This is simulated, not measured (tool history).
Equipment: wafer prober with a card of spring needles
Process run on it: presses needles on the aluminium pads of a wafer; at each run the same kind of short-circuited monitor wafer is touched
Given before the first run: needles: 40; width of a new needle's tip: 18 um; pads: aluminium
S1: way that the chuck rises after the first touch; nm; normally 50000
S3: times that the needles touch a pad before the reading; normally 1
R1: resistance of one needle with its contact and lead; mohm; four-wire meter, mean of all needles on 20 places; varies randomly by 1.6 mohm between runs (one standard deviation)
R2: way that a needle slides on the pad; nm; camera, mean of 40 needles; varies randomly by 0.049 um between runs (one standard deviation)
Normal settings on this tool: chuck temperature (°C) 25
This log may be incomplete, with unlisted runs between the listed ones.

run 1 day=0.000 | S1=50000 chuck_temperature_(°C)=25 S3=1 | R1=155 R2=13980
-- day=0.267 tips cleaned on abrasive film
-- day=0.550 tips cleaned on abrasive film
run 2 day=0.579 | S1=50000 chuck_temperature_(°C)=42 S3=1 | R1=160 R2=14010
-- day=0.846 tips cleaned on abrasive film
run 3 day=0.962 | S1=50000 chuck_temperature_(°C)=42 S3=1 | R1=158 R2=14000
-- day=1.021 height of the first contact set anew
-- day=1.162 tips cleaned on abrasive film
-- day=1.467 tips cleaned on abrasive film
run 4 day=1.558 | S1=50000 chuck_temperature_(°C)=42 S3=1 | R1=157 R2=13900
-- day=1.783 tips cleaned on abrasive film
-- day=2.050 tips cleaned on abrasive film
run 5 day=2.050 | S1=50000 chuck_temperature_(°C)=42 S3=1 | R1=157 R2=13940
-- day=2.329 tips cleaned on abrasive film
-- day=2.600 tips cleaned on abrasive film
run 6 day=2.629 | S1=50000 chuck_temperature_(°C)=42 S3=1 | R1=158 R2=13850
-- day=2.867 tips cleaned on abrasive film
-- day=3.188 tips cleaned on abrasive film
run 7 day=3.221 | S1=50000 chuck_temperature_(°C)=42 S3=1 | R1=157 R2=13870
-- day=3.483 tips cleaned on abrasive film
-- day=3.767 tips cleaned on abrasive film
run 8 day=3.767 | S1=50000 chuck_temperature_(°C)=99 S3=1 | R1=171 R2=13870
-- day=4.054 tips cleaned on abrasive film
-- day=4.338 tips cleaned on abrasive film
run 9 day=4.442 | S1=50000 chuck_temperature_(°C)=99 S3=1 | R1=170 R2=13870
-- day=4.617 tips cleaned on abrasive film
-- day=4.921 tips cleaned on abrasive film
run 10 day=4.996 | S1=50000 chuck_temperature_(°C)=99 S3=1 | R1=167 R2=13930
-- day=5.200 tips cleaned on abrasive film
run 11 day=5.383 | S1=50000 chuck_temperature_(°C)=99 S3=1 | R1=169 R2=13970
-- day=5.500 tips cleaned on abrasive film
-- day=5.767 tips cleaned on abrasive film
run 12 day=5.783 | S1=50000 chuck_temperature_(°C)=25 S3=2 | R1=153 R2=13880
-- day=6.042 tips cleaned on abrasive film
-- day=6.312 tips cleaned on abrasive film
run 13 day=6.383 | S1=50000 chuck_temperature_(°C)=25 S3=1 | R1=156 R2=13840
-- day=6.638 tips cleaned on abrasive film
run 14 day=6.667 | S1=50000 chuck_temperature_(°C)=25 S3=1 | R1=154 R2=13830
-- day=6.925 tips cleaned on abrasive film
run 15 day=6.946 | S1=50000 chuck_temperature_(°C)=25 S3=1 | R1=155 R2=13980
-- day=7.238 tips cleaned on abrasive film
run 16 day=7.425 | S1=50000 chuck_temperature_(°C)=25 S3=1 | R1=155 R2=13880
-- day=7.512 tips cleaned on abrasive film
-- day=7.796 tips cleaned on abrasive film
run 17 day=7.975 | S1=53000 chuck_temperature_(°C)=63 S3=1 | R1=158 R2=14580
-- day=8.096 tips cleaned on abrasive film
-- day=8.392 tips cleaned on abrasive film
run 18 day=8.533 | S1=50000 chuck_temperature_(°C)=25 S3=1 | R1=156 R2=13770
-- day=8.662 tips cleaned on abrasive film
-- day=8.675 height of the first contact set anew
-- day=8.962 tips cleaned on abrasive film
run 19 day=9.021 | S1=52000 chuck_temperature_(°C)=33 S3=2 | R1=158 R2=14410
-- day=9.250 tips cleaned on abrasive film
run 20 day=9.483 | S1=50000 chuck_temperature_(°C)=43 S3=1 | R1=155 R2=13880
-- day=9.546 tips cleaned on abrasive film
-- day=9.850 tips cleaned on abrasive film
run 21 day=9.925 | S1=50000 chuck_temperature_(°C)=43 S3=1 | R1=159 R2=13850
-- day=10.175 tips cleaned on abrasive film
run 22 day=10.362 | S1=50000 chuck_temperature_(°C)=43 S3=1 | R1=158 R2=13830
-- day=10.462 tips cleaned on abrasive film
-- day=10.725 tips cleaned on abrasive film
run 23 day=10.983 | S1=50000 chuck_temperature_(°C)=25 S3=3 | R1=155 R2=13790
-- day=11.038 tips cleaned on abrasive film
-- day=11.338 tips cleaned on abrasive film
-- day=11.625 tips cleaned on abrasive film
run 24 day=11.625 | S1=52000 chuck_temperature_(°C)=95 S3=1 | R1=167 R2=14350
-- day=11.942 tips cleaned on abrasive film
-- day=12.225 tips cleaned on abrasive film
run 25 day=12.225 | S1=57000 chuck_temperature_(°C)=44 S3=1 | R1=157 R2=15750
-- day=12.508 tips cleaned on abrasive film
run 26 day=12.612 | S1=37000 chuck_temperature_(°C)=48 S3=1 | R1=165 R2=10220
-- day=12.775 tips cleaned on abrasive film
run 27 day=12.996 | S1=44000 chuck_temperature_(°C)=60 S3=1 | R1=165 R2=12210
-- day=13.062 tips cleaned on abrasive film
-- day=13.338 tips cleaned on abrasive film
run 28 day=13.383 | S1=50000 chuck_temperature_(°C)=77 S3=2 | R1=168 R2=13800
-- day=13.612 tips cleaned on abrasive film
-- day=13.904 tips cleaned on abrasive film
run 29 day=13.975 | S1=49000 chuck_temperature_(°C)=25 S3=1 | R1=157 R2=13480
-- day=14.179 tips cleaned on abrasive film
run 30 day=14.275 | S1=41000 chuck_temperature_(°C)=41 S3=2 | R1=162 R2=11280

Measured minus without-hidden-state, run by run (identical run-to-run variation in each term; gauge scatter may differ):
The hidden state here: debris on the tips, nm; way that the needles fall short of the set height, um; tips' diameter, um; drift of the gauge itself on contact_mohm, %; drift of the gauge itself on scrub_um, %.
run=1 R2=+0
run=2 R2=-10
run=3 R2=-10
run=4 R2=-20
run=5 R2=-20
run=6 R2=-40
run=7 R2=-40
run=8 R2=-50
run=9 R2=-60
run=10 R2=-60
run=11 R2=-70
run=12 R2=-80
run=13 R2=-80
run=14 R2=-90
run=15 R2=-90
run=16 R2=-100
run=17 R2=-110
run=18 R2=-120
run=19 R2=-120
run=20 R2=-120
run=21 R2=-130
run=22 R2=-140
run=23 R2=-140
run=24 R2=-160
run=25 R2=-190
run=26 R2=-120
run=27 R2=-150
run=28 R2=-170
run=29 R2=-180
run=30 R2=-150
R1: at most 1 mohm away from the measurement, every run.

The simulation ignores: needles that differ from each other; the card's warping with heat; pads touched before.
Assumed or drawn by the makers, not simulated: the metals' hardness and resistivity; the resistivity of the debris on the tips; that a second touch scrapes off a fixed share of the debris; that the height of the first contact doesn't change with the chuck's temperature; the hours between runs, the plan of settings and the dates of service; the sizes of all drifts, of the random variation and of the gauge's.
